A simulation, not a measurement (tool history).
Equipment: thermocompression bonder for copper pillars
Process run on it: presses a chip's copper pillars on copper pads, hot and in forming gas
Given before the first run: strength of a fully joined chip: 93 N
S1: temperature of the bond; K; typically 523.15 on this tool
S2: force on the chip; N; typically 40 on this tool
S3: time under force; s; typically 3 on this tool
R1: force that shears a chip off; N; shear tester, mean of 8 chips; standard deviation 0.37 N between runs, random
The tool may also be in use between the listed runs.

run,hour,S1,S2,S3,R1
1,0.0,523.15,40,3,45.0
2,19.9,523.15,40,3,44.7
3,42.3,523.15,40,3,44.0
4,59.3,523.15,40,2,38.2
5,76.2,523.15,40,2,37.5
6,97.9,523.15,40,3,43.7
7,110.5,532.15,40,3,47.4
8,132.0,532.15,40,3,48.2
9,156.3,529.15,40,3,46.1
10,179.3,529.15,40,3,46.4
11,190.5,529.15,40,3,45.5
12,205.2,521.15,40,3,42.5
13,216.4,523.15,47,3,49.1
14,234.9,523.15,47,5,56.9
15,251.0,523.15,35,3,38.6
16,266.2,510.15,40,3,37.0
17,287.5,510.15,40,3,37.5
18,311.7,510.15,40,3,37.6
19,322.4,510.15,40,3,36.8
# hour 326.4: heater calibrated with a thermocouple chip
20,343.5,523.15,40,3,43.3
# hour 352.6: forming gas filter changed
21,368.3,523.15,40,3,47.8
22,390.9,537.15,40,4,58.6
# hour 399.7: heater calibrated with a thermocouple chip, once more
23,416.1,537.15,40,4,55.3
24,441.1,516.15,33,4,38.6
25,458.9,516.15,33,4,38.5
26,479.7,520.15,50,3,49.9
27,500.3,512.15,40,2,33.1
28,517.8,512.15,40,2,33.0
29,542.0,523.15,51,2,45.8
30,566.6,523.15,28,7,44.1
31,580.2,523.15,28,4,36.1
32,605.4,523.15,28,4,35.9
33,622.7,523.15,28,4,35.5
34,637.6,546.15,50,8,74.7
35,651.4,527.15,50,2,45.7
36,666.1,525.15,34,7,52.1
37,682.1,530.15,34,3,40.0
38,707.7,530.15,34,3,40.4
39,733.4,500.15,32,3,27.3
40,753.5,508.15,26,3,24.6

Run by run, hidden condition taken away, random variation retained:
The tool's hidden condition here consists of: true temperature of the bond over the reading, C; force that reaches the chip, % of what is set; oxide that the forming gas leaves, % of the face; drift of the gauge itself on shear_n, %.
run,R1
1,44.7
2,44.5
3,43.9
4,38.1
5,37.5
6,43.8
7,47.8
8,48.8
9,46.7
10,47.2
11,46.3
12,43.2
13,50.3
14,58.7
15,39.4
16,37.7
17,38.3
18,38.5
19,37.7
20,44.0
21,44.1
22,55.0
23,55.4
24,38.6
25,38.6
26,50.3
27,33.2
28,33.2
29,46.4
30,44.8
31,36.6
32,36.5
33,36.1
34,78.1
35,46.9
36,53.8
37,41.2
38,41.7
39,27.9
40,25.2
